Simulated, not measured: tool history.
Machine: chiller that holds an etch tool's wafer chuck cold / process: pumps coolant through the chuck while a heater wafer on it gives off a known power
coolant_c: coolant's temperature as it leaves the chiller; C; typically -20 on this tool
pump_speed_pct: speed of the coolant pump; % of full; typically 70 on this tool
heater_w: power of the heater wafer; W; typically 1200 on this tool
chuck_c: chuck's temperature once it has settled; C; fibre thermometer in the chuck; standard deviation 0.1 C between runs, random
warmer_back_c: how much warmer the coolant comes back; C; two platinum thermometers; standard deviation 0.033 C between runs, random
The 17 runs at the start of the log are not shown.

Run 18, hour 898.0: usual settings but heater_w 1581 W. Result: chuck_c -5.0 C, warmer_back_c 6.15 C.
Run 19, hour 940.8: usual settings but heater_w 1581 W. Result: chuck_c -5.4 C, warmer_back_c 6.18 C.
Run 20, hour 975.6: usual settings but coolant_c -18 C, pump_speed_pct 90 % of full. Result: chuck_c -8.5 C, warmer_back_c 3.43 C.
Run 21, hour 1014.5: usual settings but coolant_c -29 C, pump_speed_pct 90 % of full. Result: chuck_c -19.5 C, warmer_back_c 3.47 C.
Run 22, hour 1057.6: usual settings but pump_speed_pct 79 % of full, heater_w 701 W. Result: chuck_c -14.0 C, warmer_back_c 2.29 C.
Run 23, hour 1127.5: usual settings but pump_speed_pct 67 % of full, heater_w 701 W. Result: chuck_c -13.3 C, warmer_back_c 2.73 C.
Run 24, hour 1188.9: usual settings but coolant_c -22 C, pump_speed_pct 89 % of full, heater_w 701 W. Result: chuck_c -16.2 C, warmer_back_c 1.88 C.
Run 25, hour 1258.9: usual settings but coolant_c -22 C, pump_speed_pct 89 % of full, heater_w 701 W. Result: chuck_c -16.5 C, warmer_back_c 1.89 C.
Run 26, hour 1330.5: usual settings but pump_speed_pct 97 % of full. Result: chuck_c -10.8 C, warmer_back_c 3.05 C.
Run 27, hour 1370.0: usual settings but coolant_c -18 C, heater_w 953 W. Result: chuck_c -9.2 C, warmer_back_c 3.56 C.
Run 28, hour 1403.2: usual settings but coolant_c -18 C, heater_w 953 W. Result: chuck_c -8.9 C, warmer_back_c 3.56 C.
Run 29, hour 1451.4: usual settings but coolant_c -14 C. Result: chuck_c -2.9 C, warmer_back_c 4.56 C.
Run 30, hour 1514.5: usual settings but coolant_c -16 C, pump_speed_pct 81 % of full, heater_w 802 W. Result: chuck_c -9.2 C, warmer_back_c 2.47 C.
Run 31, hour 1571.9: usual settings but coolant_c -16 C, pump_speed_pct 90 % of full, heater_w 802 W. Result: chuck_c -9.5 C, warmer_back_c 2.14 C.

Predict each of these 3 candidate next runs independently; none follows another, all start after run 31:
Run A, hour 1623.4: usual settings but coolant_c -16 C, pump_speed_pct 90 % of full, heater_w 1344 W. Result: chuck_c ?, warmer_back_c ?.
Run B, hour 1623.4: usual settings but coolant_c -13 C, pump_speed_pct 90 % of full, heater_w 1313 W. Result: chuck_c ?, warmer_back_c ?.
Run C, hour 1623.4: usual settings but coolant_c -13 C. Result: chuck_c ?, warmer_back_c ?.

run  chuck_c  warmer_back_c
  A     -5.2           3.70
  B     -2.6           3.68
  C     -1.6           4.50
Had the tool no hidden state, the same runs would have come out as:
run  chuck_c  warmer_back_c
  A     -5.2           4.04
  B     -2.6           4.03
  C     -1.6           4.84
